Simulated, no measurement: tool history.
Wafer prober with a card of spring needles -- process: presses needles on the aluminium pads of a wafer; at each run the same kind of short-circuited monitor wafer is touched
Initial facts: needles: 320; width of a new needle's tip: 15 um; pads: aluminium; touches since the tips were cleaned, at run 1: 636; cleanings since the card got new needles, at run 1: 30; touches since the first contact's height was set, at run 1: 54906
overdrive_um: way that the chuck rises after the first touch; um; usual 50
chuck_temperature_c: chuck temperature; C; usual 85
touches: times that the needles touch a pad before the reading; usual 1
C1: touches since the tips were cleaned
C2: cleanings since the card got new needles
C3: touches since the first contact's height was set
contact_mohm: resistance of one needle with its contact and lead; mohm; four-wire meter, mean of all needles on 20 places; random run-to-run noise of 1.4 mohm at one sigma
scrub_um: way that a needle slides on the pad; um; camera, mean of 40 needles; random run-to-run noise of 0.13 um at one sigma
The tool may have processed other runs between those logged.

{"run": 1, "hour": 0.0, "overdrive_um": 50, "chuck_temperature_c": 85, "touches": 1, "C1": 636, "C2": 30, "C3": 54906, "contact_mohm": 132, "scrub_um": 9.46}
{"hour": 2.0, "done": "tips cleaned on abrasive film"}
{"hour": 5.3, "done": "tips cleaned on abrasive film"}
{"run": 2, "hour": 7.8, "overdrive_um": 50, "chuck_temperature_c": 85, "touches": 1, "C1": 1586, "C2": 32, "C3": 59784, "contact_mohm": 143, "scrub_um": 9.44}
{"hour": 8.5, "done": "tips cleaned on abrasive film"}
{"hour": 11.2, "done": "tips cleaned on abrasive film"}
{"hour": 14.5, "done": "tips cleaned on abrasive film"}
{"hour": 17.8, "done": "tips cleaned on abrasive film"}
{"run": 3, "hour": 18.3, "overdrive_um": 50, "chuck_temperature_c": 55, "touches": 1, "C1": 337, "C2": 36, "C3": 66289, "contact_mohm": 125, "scrub_um": 9.37}
{"hour": 21.0, "done": "tips cleaned on abrasive film"}
{"hour": 24.3, "done": "tips cleaned on abrasive film"}
{"hour": 26.9, "done": "tips cleaned on abrasive film"}
{"run": 4, "hour": 27.8, "overdrive_um": 50, "chuck_temperature_c": 32, "touches": 1, "C1": 534, "C2": 39, "C3": 72183, "contact_mohm": 130, "scrub_um": 9.45}
{"hour": 29.8, "done": "tips cleaned on abrasive film"}
{"hour": 33.1, "done": "tips cleaned on abrasive film"}
{"hour": 36.4, "done": "tips cleaned on abrasive film"}
{"hour": 39.0, "done": "tips cleaned on abrasive film"}
{"run": 5, "hour": 39.8, "overdrive_um": 50, "chuck_temperature_c": 35, "touches": 1, "C1": 469, "C2": 43, "C3": 79653, "contact_mohm": 129, "scrub_um": 9.28}
{"hour": 41.8, "done": "tips cleaned on abrasive film"}
{"hour": 44.5, "done": "tips cleaned on abrasive film"}
{"hour": 47.1, "done": "tips cleaned on abrasive film"}
{"run": 6, "hour": 47.7, "overdrive_um": 50, "chuck_temperature_c": 35, "touches": 1, "C1": 398, "C2": 46, "C3": 84596, "contact_mohm": 127, "scrub_um": 9.08}
{"hour": 50.4, "done": "tips cleaned on abrasive film"}
{"hour": 53.7, "done": "tips cleaned on abrasive film"}
{"hour": 56.4, "done": "tips cleaned on abrasive film"}
{"run": 7, "hour": 58.8, "overdrive_um": 50, "chuck_temperature_c": 35, "touches": 1, "C1": 1577, "C2": 49, "C3": 91538, "contact_mohm": 145, "scrub_um": 9.13}
{"hour": 59.6, "done": "tips cleaned on abrasive film"}
{"hour": 62.2, "done": "tips cleaned on abrasive film"}
{"hour": 65.5, "done": "tips cleaned on abrasive film"}
{"hour": 68.2, "done": "tips cleaned on abrasive film"}
{"hour": 71.5, "done": "tips cleaned on abrasive film"}
{"hour": 74.1, "done": "tips cleaned on abrasive film"}
{"run": 8, "hour": 74.5, "overdrive_um": 50, "chuck_temperature_c": 85, "touches": 1, "C1": 244, "C2": 55, "C3": 101252, "contact_mohm": 133, "scrub_um": 9.16}
{"hour": 77.2, "done": "tips cleaned on abrasive film"}
{"hour": 79.9, "done": "tips cleaned on abrasive film"}
{"run": 9, "hour": 82.0, "overdrive_um": 43, "chuck_temperature_c": 85, "touches": 1, "C1": 1390, "C2": 57, "C3": 105944, "contact_mohm": 156, "scrub_um": 7.49}
{"hour": 82.8, "done": "tips cleaned on abrasive film"}
{"hour": 86.1, "done": "tips cleaned on abrasive film"}
{"hour": 88.7, "done": "tips cleaned on abrasive film"}
{"hour": 92.0, "done": "tips cleaned on abrasive film"}
{"run": 10, "hour": 92.9, "overdrive_um": 43, "chuck_temperature_c": 85, "touches": 1, "C1": 567, "C2": 61, "C3": 112682, "contact_mohm": 149, "scrub_um": 7.49}
{"hour": 94.9, "done": "tips cleaned on abrasive film"}
{"hour": 97.6, "done": "tips cleaned on abrasive film"}
{"run": 11, "hour": 99.3, "overdrive_um": 50, "chuck_temperature_c": 85, "touches": 1, "C1": 1100, "C2": 63, "C3": 116670, "contact_mohm": 146, "scrub_um": 8.65}
{"hour": 100.7, "done": "tips cleaned on abrasive film"}
{"hour": 103.3, "done": "tips cleaned on abrasive film"}
{"hour": 106.0, "done": "tips cleaned on abrasive film"}
{"hour": 109.3, "done": "tips cleaned on abrasive film"}
{"run": 12, "hour": 110.8, "overdrive_um": 50, "chuck_temperature_c": 85, "touches": 1, "C1": 949, "C2": 67, "C3": 123810, "contact_mohm": 147, "scrub_um": 8.64}
{"hour": 112.2, "done": "tips cleaned on abrasive film"}
{"hour": 115.5, "done": "tips cleaned on abrasive film"}
{"run": 13, "hour": 117.1, "overdrive_um": 50, "chuck_temperature_c": 85, "touches": 1, "C1": 1031, "C2": 69, "C3": 127719, "contact_mohm": 147, "scrub_um": 8.53}
{"hour": 118.4, "done": "tips cleaned on abrasive film"}
{"hour": 121.1, "done": "tips cleaned on abrasive film"}
{"hour": 123.8, "done": "tips cleaned on abrasive film"}
{"run": 14, "hour": 125.6, "overdrive_um": 50, "chuck_temperature_c": 85, "touches": 1, "C1": 1147, "C2": 72, "C3": 132994, "contact_mohm": 150, "scrub_um": 8.67}
{"hour": 126.9, "done": "tips cleaned on abrasive film"}
{"hour": 129.6, "done": "tips cleaned on abrasive film"}
{"hour": 132.9, "done": "tips cleaned on abrasive film"}
{"run": 15, "hour": 135.4, "overdrive_um": 50, "chuck_temperature_c": 85, "touches": 1, "C1": 1621, "C2": 75, "C3": 139156, "contact_mohm": 154, "scrub_um": 8.37}
{"hour": 136.2, "done": "tips cleaned on abrasive film"}
{"hour": 139.5, "done": "tips cleaned on abrasive film"}
{"hour": 142.8, "done": "tips cleaned on abrasive film"}
{"hour": 145.4, "done": "tips cleaned on abrasive film"}
{"hour": 148.7, "done": "tips cleaned on abrasive film"}
{"run": 16, "hour": 149.1, "overdrive_um": 36, "chuck_temperature_c": 85, "touches": 2, "C1": 262, "C2": 80, "C3": 147648, "contact_mohm": 153, "scrub_um": 5.6}
{"hour": 151.8, "done": "tips cleaned on abrasive film"}
{"hour": 155.1, "done": "tips cleaned on abrasive film"}
{"hour": 157.8, "done": "tips cleaned on abrasive film"}
{"run": 17, "hour": 160.3, "overdrive_um": 36, "chuck_temperature_c": 85, "touches": 2, "C1": 1618, "C2": 83, "C3": 154631, "contact_mohm": 183, "scrub_um": 5.34}
{"hour": 161.0, "done": "tips cleaned on abrasive film"}
{"hour": 164.3, "done": "tips cleaned on abrasive film"}
{"run": 18, "hour": 166.8, "overdrive_um": 36, "chuck_temperature_c": 85, "touches": 2, "C1": 1615, "C2": 85, "C3": 158715, "contact_mohm": 180, "scrub_um": 5.51}
{"hour": 167.6, "done": "tips cleaned on abrasive film"}
{"hour": 170.9, "done": "tips cleaned on abrasive film"}
{"run": 19, "hour": 173.3, "overdrive_um": 36, "chuck_temperature_c": 85, "touches": 2, "C1": 1530, "C2": 87, "C3": 162722, "contact_mohm": 187, "scrub_um": 5.3}
{"hour": 174.0, "done": "tips cleaned on abrasive film"}
{"hour": 177.3, "done": "tips cleaned on abrasive film"}
{"hour": 180.6, "done": "tips cleaned on abrasive film"}
{"run": 20, "hour": 180.6, "overdrive_um": 36, "chuck_temperature_c": 28, "touches": 1, "C1": 0, "C2": 90, "C3": 167235, "contact_mohm": 140, "scrub_um": 5.3}
{"hour": 183.2, "done": "tips cleaned on abrasive film"}
{"hour": 186.5, "done": "tips cleaned on abrasive film"}
{"hour": 189.2, "done": "tips cleaned on abrasive film"}
{"hour": 192.5, "done": "tips cleaned on abrasive film"}
{"run": 21, "hour": 193.3, "overdrive_um": 36, "chuck_temperature_c": 52, "touches": 2, "C1": 487, "C2": 94, "C3": 175150, "contact_mohm": 160, "scrub_um": 5.14}
{"hour": 195.3, "done": "tips cleaned on abrasive film"}
{"hour": 198.6, "done": "tips cleaned on abrasive film"}
{"hour": 201.2, "done": "tips cleaned on abrasive film"}
{"hour": 203.9, "done": "tips cleaned on abrasive film"}
{"hour": 206.6, "done": "tips cleaned on abrasive film"}
{"run": 22, "hour": 206.7, "overdrive_um": 34, "chuck_temperature_c": 52, "touches": 2, "C1": 88, "C2": 99, "C3": 183479, "contact_mohm": 155, "scrub_um": 4.62}
{"hour": 209.4, "done": "tips cleaned on abrasive film"}
{"hour": 212.7, "done": "tips cleaned on abrasive film"}
{"hour": 215.4, "done": "tips cleaned on abrasive film"}
{"hour": 218.7, "done": "tips cleaned on abrasive film"}
{"run": 23, "hour": 220.0, "overdrive_um": 32, "chuck_temperature_c": 66, "touches": 1, "C1": 865, "C2": 103, "C3": 191772, "contact_mohm": 230, "scrub_um": 4.15}
{"hour": 221.4, "done": "tips cleaned on abrasive film"}
{"hour": 224.1, "done": "tips cleaned on abrasive film"}
{"hour": 227.4, "done": "tips cleaned on abrasive film"}
{"hour": 230.0, "done": "tips cleaned on abrasive film"}
{"hour": 232.7, "done": "tips cleaned on abrasive film"}
{"hour": 235.4, "done": "tips cleaned on abrasive film"}
{"run": 24, "hour": 235.5, "overdrive_um": 32, "chuck_temperature_c": 66, "touches": 1, "C1": 92, "C2": 109, "C3": 201359, "contact_mohm": 172, "scrub_um": 4.17}
{"hour": 238.2, "done": "tips cleaned on abrasive film"}
{"hour": 240.8, "done": "tips cleaned on abrasive film"}
{"run": 25, "hour": 243.1, "overdrive_um": 51, "chuck_temperature_c": 66, "touches": 1, "C1": 1439, "C2": 111, "C3": 206102, "contact_mohm": 163, "scrub_um": 7.53}
{"hour": 243.8, "done": "tips cleaned on abrasive film"}
{"hour": 247.1, "done": "tips cleaned on abrasive film"}
{"hour": 250.4, "done": "tips cleaned on abrasive film"}
{"hour": 253.7, "done": "tips cleaned on abrasive film"}
{"run": 26, "hour": 255.4, "overdrive_um": 51, "chuck_temperature_c": 66, "touches": 1, "C1": 1084, "C2": 115, "C3": 213762, "contact_mohm": 157, "scrub_um": 7.61}
{"hour": 256.8, "done": "tips cleaned on abrasive film"}
{"hour": 259.4, "done": "tips cleaned on abrasive film"}
{"hour": 262.1, "done": "tips cleaned on abrasive film"}
{"hour": 265.4, "done": "tips cleaned on abrasive film"}
{"hour": 265.7, "done": "height of the first contact set anew"}
{"run": 27, "hour": 267.6, "overdrive_um": 47, "chuck_temperature_c": 85, "touches": 2, "C1": 1228, "C2": 119, "C3": 1228, "contact_mohm": 141, "scrub_um": 9.56}
{"hour": 269.0, "done": "tips cleaned on abrasive film"}
{"hour": 271.6, "done": "tips cleaned on abrasive film"}
{"hour": 274.3, "done": "tips cleaned on abrasive film"}
{"hour": 277.6, "done": "tips cleaned on abrasive film"}
{"run": 28, "hour": 279.9, "overdrive_um": 66, "chuck_temperature_c": 48, "touches": 3, "C1": 1489, "C2": 123, "C3": 8908, "contact_mohm": 120, "scrub_um": 13.28}

3 options for the next run, each taken on its own from the tool as it stands now. Forecast them:
{"hour": 280.7, "done": "tips cleaned on abrasive film"}
{"hour": 283.9, "done": "tips cleaned on abrasive film"}
{"hour": 287.2, "done": "tips cleaned on abrasive film"}
{"hour": 289.9, "done": "tips cleaned on abrasive film"}
{"run": "A", "hour": 292.5, "overdrive_um": 66, "chuck_temperature_c": 32, "touches": 1, "C1": 1648, "C2": 127, "C3": 16724, "contact_mohm": "?", "scrub_um": "?"}
{"hour": 280.7, "done": "tips cleaned on abrasive film"}
{"hour": 283.9, "done": "tips cleaned on abrasive film"}
{"hour": 287.2, "done": "tips cleaned on abrasive film"}
{"hour": 289.9, "done": "tips cleaned on abrasive film"}
{"run": "B", "hour": 292.5, "overdrive_um": 50, "chuck_temperature_c": 85, "touches": 1, "C1": 1648, "C2": 127, "C3": 16724, "contact_mohm": "?", "scrub_um": "?"}
{"hour": 280.7, "done": "tips cleaned on abrasive film"}
{"hour": 283.9, "done": "tips cleaned on abrasive film"}
{"hour": 287.2, "done": "tips cleaned on abrasive film"}
{"hour": 289.9, "done": "tips cleaned on abrasive film"}
{"run": "C", "hour": 292.5, "overdrive_um": 50, "chuck_temperature_c": 34, "touches": 1, "C1": 1648, "C2": 127, "C3": 16724, "contact_mohm": "?", "scrub_um": "?"}

run=A contact_mohm=128 scrub_um=13.16
run=B contact_mohm=152 scrub_um=10.21
run=C contact_mohm=147 scrub_um=9.60
Stripped of hidden state, with their random variation kept, the same runs would have yielded:
run=A contact_mohm=108 scrub_um=13.34
run=B contact_mohm=121 scrub_um=10.40
run=C contact_mohm=115 scrub_um=9.78

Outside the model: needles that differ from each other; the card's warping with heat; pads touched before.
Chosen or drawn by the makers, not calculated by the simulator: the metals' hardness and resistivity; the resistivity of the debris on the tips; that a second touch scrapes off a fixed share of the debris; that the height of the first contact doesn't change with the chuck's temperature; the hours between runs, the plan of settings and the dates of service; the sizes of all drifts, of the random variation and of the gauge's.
